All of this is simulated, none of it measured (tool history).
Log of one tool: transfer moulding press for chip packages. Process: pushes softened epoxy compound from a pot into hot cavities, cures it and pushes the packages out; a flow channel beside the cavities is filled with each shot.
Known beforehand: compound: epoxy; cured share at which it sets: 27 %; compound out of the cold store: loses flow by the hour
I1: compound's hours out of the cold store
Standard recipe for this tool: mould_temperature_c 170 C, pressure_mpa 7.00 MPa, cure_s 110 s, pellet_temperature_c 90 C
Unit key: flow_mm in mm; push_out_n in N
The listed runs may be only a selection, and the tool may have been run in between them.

run 1 hour=0.0 | mould_temperature_c=170 pressure_mpa=7.00 cure_s=110 pellet_temperature_c=90 | I1=27.6 | flow_mm=749 push_out_n=423
run 2 hour=5.5 | mould_temperature_c=170 pressure_mpa=7.13 cure_s=110 pellet_temperature_c=90 | I1=18.7 | flow_mm=777 push_out_n=432
run 3 hour=15.4 | mould_temperature_c=170 pressure_mpa=7.13 cure_s=110 pellet_temperature_c=90 | I1=43.2 | flow_mm=716 push_out_n=422
-- hour=21.0 cavities cleaned with cleaning compound and waxed
run 4 hour=26.4 | mould_temperature_c=170 pressure_mpa=7.00 cure_s=110 pellet_temperature_c=90 | I1=28.6 | flow_mm=740 push_out_n=492
run 5 hour=32.3 | mould_temperature_c=170 pressure_mpa=7.15 cure_s=110 pellet_temperature_c=90 | I1=26.6 | flow_mm=752 push_out_n=506
-- hour=37.5 cavities cleaned with cleaning compound and waxed, once more
run 6 hour=42.1 | mould_temperature_c=170 pressure_mpa=7.00 cure_s=110 pellet_temperature_c=90 | I1=33.5 | flow_mm=726 push_out_n=310
run 7 hour=51.9 | mould_temperature_c=170 pressure_mpa=7.00 cure_s=110 pellet_temperature_c=90 | I1=37.3 | flow_mm=724 push_out_n=336
run 8 hour=61.4 | mould_temperature_c=170 pressure_mpa=5.35 cure_s=110 pellet_temperature_c=90 | I1=18.5 | flow_mm=669 push_out_n=335
run 9 hour=71.9 | mould_temperature_c=170 pressure_mpa=5.35 cure_s=110 pellet_temperature_c=90 | I1=9.4 | flow_mm=687 push_out_n=370
run 10 hour=82.4 | mould_temperature_c=170 pressure_mpa=5.35 cure_s=110 pellet_temperature_c=90 | I1=14.8 | flow_mm=679 push_out_n=376
run 11 hour=87.8 | mould_temperature_c=170 pressure_mpa=7.33 cure_s=110 pellet_temperature_c=90 | I1=39.6 | flow_mm=728 push_out_n=406
run 12 hour=96.7 | mould_temperature_c=170 pressure_mpa=7.33 cure_s=110 pellet_temperature_c=90 | I1=24.3 | flow_mm=765 push_out_n=392
run 13 hour=105.1 | mould_temperature_c=170 pressure_mpa=8.72 cure_s=110 pellet_temperature_c=90 | I1=37.1 | flow_mm=797 push_out_n=409
run 14 hour=114.5 | mould_temperature_c=163 pressure_mpa=7.00 cure_s=110 pellet_temperature_c=90 | I1=39.6 | flow_mm=720 push_out_n=598
-- hour=121.3 cavities cleaned with cleaning compound and waxed
run 15 hour=122.4 | mould_temperature_c=163 pressure_mpa=7.00 cure_s=110 pellet_temperature_c=90 | I1=22.0 | flow_mm=763 push_out_n=483
run 16 hour=129.4 | mould_temperature_c=176 pressure_mpa=6.38 cure_s=142 pellet_temperature_c=93 | I1=40.6 | flow_mm=667 push_out_n=289
run 17 hour=135.9 | mould_temperature_c=176 pressure_mpa=6.38 cure_s=142 pellet_temperature_c=93 | I1=30.0 | flow_mm=688 push_out_n=293
-- hour=140.5 plunger's sealing rings changed
run 18 hour=144.1 | mould_temperature_c=176 pressure_mpa=6.38 cure_s=142 pellet_temperature_c=93 | I1=12.5 | flow_mm=760 push_out_n=296

Run 19 has not been measured yet. What should we expect?
run 19 hour=154.4 | mould_temperature_c=170 pressure_mpa=7.37 cure_s=118 pellet_temperature_c=90 | I1=38.3 | flow_mm=? push_out_n=?

{"run 19": {"flow_mm": 752, "push_out_n": 351}}
On a tool with no hidden condition, and with the same random variation, this run would have come out at flow_mm 753 mm, push_out_n 294 N.

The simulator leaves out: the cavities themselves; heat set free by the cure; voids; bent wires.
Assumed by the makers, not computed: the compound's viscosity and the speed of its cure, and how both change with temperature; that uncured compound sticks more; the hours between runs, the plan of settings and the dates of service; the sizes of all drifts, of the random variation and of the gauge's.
